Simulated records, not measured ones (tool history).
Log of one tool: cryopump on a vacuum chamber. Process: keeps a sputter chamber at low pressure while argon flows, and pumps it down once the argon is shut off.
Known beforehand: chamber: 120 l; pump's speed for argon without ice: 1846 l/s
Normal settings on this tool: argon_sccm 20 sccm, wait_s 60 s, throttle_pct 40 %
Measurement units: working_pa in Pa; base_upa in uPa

run	hour	argon_sccm	wait_s	throttle_pct	working_pa	base_upa
1	0.0	20	60	40	0.0454	1.65
2	27.0	20	60	53	0.0342	1.63
3	58.1	20	60	53	0.0345	1.58
4	87.7	20	60	53	0.0353	1.67
5	107.1	20	59	40	0.0456	1.71
6	138.3	20	59	40	0.0461	1.71
7	162.7	20	59	40	0.0469	1.71
8	177.6	20	60	41	0.0444	1.75
9	201.8	20	60	41	0.0438	1.72
10	226.6	20	60	30	0.0625	1.74
11	257.1	20	44	30	0.0622	2.27
12	279.2	11	60	40	0.0244	1.85
13	306.8	11	60	40	0.0258	1.86
14	324.4	11	36	40	0.0258	2.78
15	344.5	11	85	18	0.0566	1.53
16	370.7	39	85	55	0.0674	1.52
17	385.7	39	85	55	0.0668	1.59
18	407.3	9	31	16	0.0514	3.08
19	427.1	36	31	40	0.0835	3.12
20	449.2	36	31	40	0.0845	3.10
21	477.7	36	31	40	0.0853	3.18
22	501.9	28	203	40	0.0649	1.18
23	532.9	28	203	33	0.0791	1.16

4 ways to go on from here, each from the tool as it stands after run 23. What would each give?
A	546.0	28	70	30	?	?
B	546.0	37	190	17	?	?
C	546.0	17	26	34	?	?
D	546.0	29	54	45	?	?

run	working_pa	base_upa
A	0.0867	1.88
B	0.2021	1.18
C	0.0472	3.61
D	0.0613	2.24
Without the tool's hidden state the same runs would have given:
run	working_pa	base_upa
A	0.0850	1.23
B	0.1999	0.55
C	0.0462	2.99
D	0.0596	1.59

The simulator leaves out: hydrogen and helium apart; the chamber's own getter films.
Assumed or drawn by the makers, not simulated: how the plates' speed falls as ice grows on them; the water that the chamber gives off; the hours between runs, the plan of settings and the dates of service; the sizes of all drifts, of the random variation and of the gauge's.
